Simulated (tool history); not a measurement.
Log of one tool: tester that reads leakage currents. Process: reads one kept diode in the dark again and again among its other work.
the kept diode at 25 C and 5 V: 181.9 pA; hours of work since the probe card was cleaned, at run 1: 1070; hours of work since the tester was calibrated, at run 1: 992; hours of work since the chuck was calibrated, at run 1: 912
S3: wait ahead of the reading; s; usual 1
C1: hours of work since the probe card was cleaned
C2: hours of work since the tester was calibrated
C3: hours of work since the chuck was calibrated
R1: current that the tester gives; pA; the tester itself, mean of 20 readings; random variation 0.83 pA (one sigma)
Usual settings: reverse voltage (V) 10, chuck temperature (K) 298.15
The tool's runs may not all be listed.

run 1 day=0 | reverse_voltage_(V)=10 chuck_temperature_(K)=298.15 S3=1 | C1=1070 C2=992 C3=912 | R1=273.58
run 2 day=2.054 | reverse_voltage_(V)=10 chuck_temperature_(K)=298.15 S3=1 | C1=1107 C2=1028 C3=949 | R1=275.56
run 3 day=4.067 | reverse_voltage_(V)=10 chuck_temperature_(K)=298.15 S3=1 | C1=1143 C2=1064 C3=985 | R1=275.61
run 4 day=6.883 | reverse_voltage_(V)=10 chuck_temperature_(K)=298.15 S3=1 | C1=1193 C2=1114 C3=1035 | R1=275.92
run 5 day=9.062 | reverse_voltage_(V)=10 chuck_temperature_(K)=298.15 S3=0.32 | C1=1232 C2=1153 C3=1074 | R1=284.3
run 6 day=10.692 | reverse_voltage_(V)=10 chuck_temperature_(K)=298.15 S3=0.32 | C1=1261 C2=1182 C3=1103 | R1=284.23
run 7 day=13.533 | reverse_voltage_(V)=4.2 chuck_temperature_(K)=298.15 S3=0.32 | C1=1311 C2=1233 C3=1153 | R1=169.86
-- day=15.729 chuck's temperature calibrated
run 8 day=16.846 | reverse_voltage_(V)=4.2 chuck_temperature_(K)=298.15 S3=0.32 | C1=1369 C2=1290 C3=20 | R1=169.65
run 9 day=19.658 | reverse_voltage_(V)=4.2 chuck_temperature_(K)=329.15 S3=6.2 | C1=1419 C2=1340 C3=70 | R1=2563.08
run 10 day=22.188 | reverse_voltage_(V)=4.2 chuck_temperature_(K)=329.15 S3=6.2 | C1=1464 C2=1385 C3=115 | R1=2565.74
run 11 day=23.662 | reverse_voltage_(V)=4.2 chuck_temperature_(K)=329.15 S3=6.2 | C1=1490 C2=1412 C3=141 | R1=2555.65
run 12 day=25.525 | reverse_voltage_(V)=8.8 chuck_temperature_(K)=305.15 S3=6.2 | C1=1523 C2=1445 C3=174 | R1=493.11
run 13 day=27.129 | reverse_voltage_(V)=1.2 chuck_temperature_(K)=305.15 S3=1.05 | C1=1552 C2=1473 C3=203 | R1=156.27
run 14 day=29.625 | reverse_voltage_(V)=1.2 chuck_temperature_(K)=305.15 S3=1.05 | C1=1596 C2=1518 C3=247 | R1=155.66
run 15 day=32.542 | reverse_voltage_(V)=1.2 chuck_temperature_(K)=305.15 S3=1.05 | C1=1648 C2=1570 C3=299 | R1=156.77

How the hidden state differs across the entries between the runs, from the last listed run before each to the first after it:
Between runs 7 and 8: chuck's temperature calibrated (day 15.729)
  true chuck temperature over the reading, C: 0.01 -> 0
